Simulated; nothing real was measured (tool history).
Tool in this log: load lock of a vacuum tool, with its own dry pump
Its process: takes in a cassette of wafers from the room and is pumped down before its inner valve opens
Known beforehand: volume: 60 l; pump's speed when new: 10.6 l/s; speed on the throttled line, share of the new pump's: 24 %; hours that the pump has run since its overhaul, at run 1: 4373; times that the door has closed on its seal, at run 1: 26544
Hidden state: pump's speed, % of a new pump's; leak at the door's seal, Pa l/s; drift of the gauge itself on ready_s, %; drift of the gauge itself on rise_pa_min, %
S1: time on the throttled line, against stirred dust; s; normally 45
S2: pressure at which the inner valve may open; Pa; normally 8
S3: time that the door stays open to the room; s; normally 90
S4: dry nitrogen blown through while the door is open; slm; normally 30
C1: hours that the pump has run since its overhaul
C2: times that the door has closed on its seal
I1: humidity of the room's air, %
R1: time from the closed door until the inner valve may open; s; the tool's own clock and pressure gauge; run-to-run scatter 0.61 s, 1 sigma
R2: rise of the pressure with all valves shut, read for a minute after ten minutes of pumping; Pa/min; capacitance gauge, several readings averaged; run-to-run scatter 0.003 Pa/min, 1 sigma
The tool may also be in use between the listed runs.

run 1 hour=0.0 | S1=45 S2=8 S3=90 S4=30 | C1=4373 C2=26544 | I1=43.8 | R1=90.7 R2=0.475
run 2 hour=73.5 | S1=45 S2=14 S3=90 S4=30 | C1=4447 C2=26829 | I1=45.6 | R1=87.0 R2=0.473
run 3 hour=167.0 | S1=45 S2=14 S3=90 S4=30 | C1=4540 C2=27192 | I1=41.4 | R1=87.6 R2=0.490
run 4 hour=247.3 | S1=45 S2=8 S3=90 S4=30 | C1=4621 C2=27504 | I1=44.6 | R1=90.3 R2=0.502
run 5 hour=348.7 | S1=45 S2=8 S3=90 S4=30 | C1=4722 C2=27898 | I1=42.9 | R1=91.9 R2=0.506
run 6 hour=460.6 | S1=45 S2=8 S3=90 S4=30 | C1=4834 C2=28333 | I1=44.0 | R1=90.9 R2=0.529
run 7 hour=549.8 | S1=66 S2=8 S3=90 S4=30 | C1=4923 C2=28680 | I1=41.2 | R1=106.6 R2=0.540
run 8 hour=650.4 | S1=66 S2=8 S3=90 S4=30 | C1=5024 C2=29071 | I1=47.6 | R1=106.4 R2=0.553
run 9 hour=783.0 | S1=66 S2=8 S3=90 S4=30 | C1=5156 C2=29586 | I1=44.4 | R1=108.1 R2=0.571
run 10 hour=915.9 | S1=66 S2=8 S3=162 S4=30 | C1=5289 C2=30102 | I1=43.3 | R1=107.2 R2=0.596
run 11 hour=1049.5 | S1=66 S2=8 S3=162 S4=30 | C1=5423 C2=30621 | I1=48.0 | R1=107.4 R2=0.604
-- hour=1065.7 door's seal changed, seat wiped
run 12 hour=1125.3 | S1=76 S2=8 S3=90 S4=17 | C1=5497 C2=231 | I1=43.1 | R1=115.9 R2=0.017
run 13 hour=1211.8 | S1=45 S2=8 S3=90 S4=10 | C1=5584 C2=567 | I1=46.0 | R1=91.6 R2=0.027
run 14 hour=1271.1 | S1=65 S2=10 S3=95 S4=10 | C1=5643 C2=798 | I1=42.0 | R1=104.3 R2=0.028
run 15 hour=1409.4 | S1=32 S2=10 S3=57 S4=31 | C1=5781 C2=1335 | I1=43.2 | R1=79.9 R2=0.021
run 16 hour=1524.5 | S1=32 S2=10 S3=199 S4=35 | C1=5896 C2=1782 | I1=44.3 | R1=80.6 R2=0.028
run 17 hour=1622.0 | S1=32 S2=8 S3=43 S4=35 | C1=5994 C2=2161 | I1=46.5 | R1=82.6 R2=0.019

Forecast each of these 3 alternatives for the next run:
run A hour=1702.9 | S1=32 S2=7 S3=110 S4=5 | C1=6075 C2=2475 | I1=45.4 | R1=? R2=?
run B hour=1702.9 | S1=22 S2=8 S3=84 S4=30 | C1=6075 C2=2475 | I1=44.7 | R1=? R2=?
run C hour=1702.9 | S1=32 S2=7 S3=179 S4=35 | C1=6075 C2=2475 | I1=47.1 | R1=? R2=?

run=A R1=83.2 R2=0.050
run=B R1=74.7 R2=0.034
run=C R1=81.7 R2=0.034
With the hidden condition removed and each run's random variation left untouched, the same runs would have given:
run=A R1=79.5 R2=0.031
run=B R1=70.9 R2=0.016
run=C R1=78.1 R2=0.015

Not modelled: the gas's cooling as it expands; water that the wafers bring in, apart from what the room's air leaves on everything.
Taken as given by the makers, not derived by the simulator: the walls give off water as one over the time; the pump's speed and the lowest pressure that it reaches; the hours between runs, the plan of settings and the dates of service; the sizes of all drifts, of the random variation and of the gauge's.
